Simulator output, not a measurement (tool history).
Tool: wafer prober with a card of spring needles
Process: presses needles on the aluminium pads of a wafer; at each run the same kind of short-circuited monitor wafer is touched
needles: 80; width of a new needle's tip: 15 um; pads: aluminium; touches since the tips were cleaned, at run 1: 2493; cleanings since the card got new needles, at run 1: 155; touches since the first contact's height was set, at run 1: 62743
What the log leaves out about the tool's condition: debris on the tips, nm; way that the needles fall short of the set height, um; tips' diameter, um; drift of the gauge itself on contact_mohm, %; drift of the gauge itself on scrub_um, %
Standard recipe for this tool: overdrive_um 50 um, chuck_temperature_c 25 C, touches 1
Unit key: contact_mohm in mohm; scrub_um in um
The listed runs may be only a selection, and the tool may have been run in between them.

run     day  overdrive_um  chuck_temperature_c  touches  touches since the tips were cleaned  cleanings since the card got new needles  touches since the first contact's height was set  contact_mohm  scrub_um
  1       0            50                   25        1                                 2493                                       155                                             62743           375     12.51
      0.146  -- tips cleaned on abrasive film
      0.433  -- tips cleaned on abrasive film
      0.792  -- tips cleaned on abrasive film
       1.15  -- tips cleaned on abrasive film
      1.304  -- height of the first contact set anew
       1.45  -- tips cleaned on abrasive film
      1.808  -- tips cleaned on abrasive film
      2.096  -- tips cleaned on abrasive film
      2.383  -- tips cleaned on abrasive film
      2.746  -- tips cleaned on abrasive film
  2   2.767            50                   51        1                                  278                                       164                                             17742           289     12.77
      3.054  -- tips cleaned on abrasive film
      3.412  -- tips cleaned on abrasive film
      3.771  -- tips cleaned on abrasive film
      4.129  -- tips cleaned on abrasive film
      4.488  -- tips cleaned on abrasive film
  3   4.546            41                   25        1                                  693                                       169                                             39393           341      10.2
      4.833  -- tips cleaned on abrasive film
      5.192  -- tips cleaned on abrasive film
       5.55  -- tips cleaned on abrasive film
      5.908  -- tips cleaned on abrasive film
      6.196  -- tips cleaned on abrasive film
      6.554  -- tips cleaned on abrasive film
      6.842  -- tips cleaned on abrasive film
  4   7.054            50                   25        1                                 2611                                       176                                             69946           391     12.26
        7.2  -- tips cleaned on abrasive film
      7.488  -- tips cleaned on abrasive film
      7.783  -- height of the first contact set anew
      7.858  -- tips cleaned on abrasive film
      8.217  -- tips cleaned on abrasive film
      8.575  -- tips cleaned on abrasive film
      8.862  -- tips cleaned on abrasive film
      9.225  -- tips cleaned on abrasive film
      9.583  -- tips cleaned on abrasive film
  5   9.679            50                   25        1                                 1223                                       184                                             23054           334     12.64
        9.9  -- tips cleaned on abrasive film
     10.188  -- tips cleaned on abrasive film
     10.475  -- tips cleaned on abrasive film
     10.833  -- tips cleaned on abrasive film
     11.192  -- tips cleaned on abrasive film
      11.55  -- tips cleaned on abrasive film
     11.838  -- tips cleaned on abrasive film
     12.125  -- tips cleaned on abrasive film
  6  12.204            50                   87        1                                  973                                       192                                             53715           352     12.46
     12.421  -- tips cleaned on abrasive film
     12.708  -- tips cleaned on abrasive film
     12.996  -- tips cleaned on abrasive film
     13.354  -- tips cleaned on abrasive film
     13.642  -- tips cleaned on abrasive film
         14  -- tips cleaned on abrasive film
     14.288  -- tips cleaned on abrasive film
       14.3  -- height of the first contact set anew
  7  14.321            50                   87        1                                  252                                       199                                               252           300      12.9
     14.608  -- tips cleaned on abrasive film
     14.896  -- tips cleaned on abrasive film
     15.254  -- tips cleaned on abrasive film
     15.612  -- tips cleaned on abrasive film
     15.904  -- tips cleaned on abrasive film
     16.192  -- tips cleaned on abrasive film
       16.5  -- tips cleaned on abrasive film
  8    16.5            54                   87        1                                    0                                       206                                             26705           279     13.77
     16.788  -- tips cleaned on abrasive film
     17.075  -- tips cleaned on abrasive film
     17.433  -- tips cleaned on abrasive film
     17.792  -- tips cleaned on abrasive film
      18.15  -- tips cleaned on abrasive film
     18.438  -- tips cleaned on abrasive film
  9  18.708            50                   25        2                                 3351                                       212                                             53632           357     12.48
     18.783  -- tips cleaned on abrasive film
     19.071  -- tips cleaned on abrasive film
     19.358  -- tips cleaned on abrasive film
      19.65  -- tips cleaned on abrasive film
     19.938  -- tips cleaned on abrasive film
 10  20.142            50                   25        1                                 2524                                       217                                             71000           402     12.35
     20.288  -- tips cleaned on abrasive film
     20.575  -- tips cleaned on abrasive film
       20.8  -- height of the first contact set anew
     20.875  -- tips cleaned on abrasive film
     21.233  -- tips cleaned on abrasive film
     21.592  -- tips cleaned on abrasive film
      21.95  -- tips cleaned on abrasive film
     22.238  -- tips cleaned on abrasive film
 11  22.246            50                   25        1                                   92                                       224                                             17556           288     12.73
     22.533  -- tips cleaned on abrasive film
     22.821  -- tips cleaned on abrasive film
     23.179  -- tips cleaned on abrasive film
 12  23.375            50                   64        3                                 2394                                       227                                             31305           321     12.62
     23.521  -- tips cleaned on abrasive film
     23.808  -- tips cleaned on abrasive film
     24.096  -- tips cleaned on abrasive film
     24.454  -- tips cleaned on abrasive film
     24.812  -- tips cleaned on abrasive film
 13  25.038            67                   37        2                                 2758                                       232                                             51527           312     16.86
     25.112  -- tips cleaned on abrasive film
       25.4  -- tips cleaned on abrasive film
     25.688  -- tips cleaned on abrasive film
     25.975  -- tips cleaned on abrasive film
     26.333  -- tips cleaned on abrasive film
     26.621  -- tips cleaned on abrasive film
 14  26.842            67                   37        2                                 2728                                       238                                             73463           309     16.62
     26.917  -- tips cleaned on abrasive film
     27.204  -- tips cleaned on abrasive film
     27.288  -- height of the first contact set anew
     27.504  -- tips cleaned on abrasive film
     27.862  -- tips cleaned on abrasive film
      28.15  -- tips cleaned on abrasive film
 15  28.267            36                   92        2                                 1427                                       243                                             11906           391      9.17
     28.483  -- tips cleaned on abrasive film
     28.771  -- tips cleaned on abrasive film
     29.058  -- tips cleaned on abrasive film
     29.346  -- tips cleaned on abrasive film
     29.633  -- tips cleaned on abrasive film
     29.996  -- tips cleaned on abrasive film
 16  30.079            50                   58        3                                 1046                                       249                                             33908           298     12.61
     30.296  -- tips cleaned on abrasive film
     30.654  -- tips cleaned on abrasive film
     31.012  -- tips cleaned on abrasive film
       31.3  -- tips cleaned on abrasive film
     31.658  -- tips cleaned on abrasive film
     31.946  -- tips cleaned on abrasive film
     32.233  -- tips cleaned on abrasive film
     32.592  -- tips cleaned on abrasive film
 17    32.7            50                   58        3                                 1322                                       257                                             65793           314     12.34
     32.917  -- tips cleaned on abrasive film
     33.204  -- tips cleaned on abrasive film
     33.492  -- tips cleaned on abrasive film
     33.788  -- height of the first contact set anew
     33.854  -- tips cleaned on abrasive film
 18  33.854            37                   38        1                                    0                                       261                                               737           304      9.52

Expected results for the next run?
     34.212  -- tips cleaned on abrasive film
     34.571  -- tips cleaned on abrasive film
     34.858  -- tips cleaned on abrasive film
     35.217  -- tips cleaned on abrasive film
     35.504  -- tips cleaned on abrasive film
     35.792  -- tips cleaned on abrasive film
 19  35.962            37                   38        1                                 2086                                       267                                             26398             ?         ?

{"run 19": {"contact_mohm": 533, "scrub_um": 9.3}}
With no hidden state in the tool, this same run would have given contact_mohm 258 mohm, scrub_um 9.52 um.

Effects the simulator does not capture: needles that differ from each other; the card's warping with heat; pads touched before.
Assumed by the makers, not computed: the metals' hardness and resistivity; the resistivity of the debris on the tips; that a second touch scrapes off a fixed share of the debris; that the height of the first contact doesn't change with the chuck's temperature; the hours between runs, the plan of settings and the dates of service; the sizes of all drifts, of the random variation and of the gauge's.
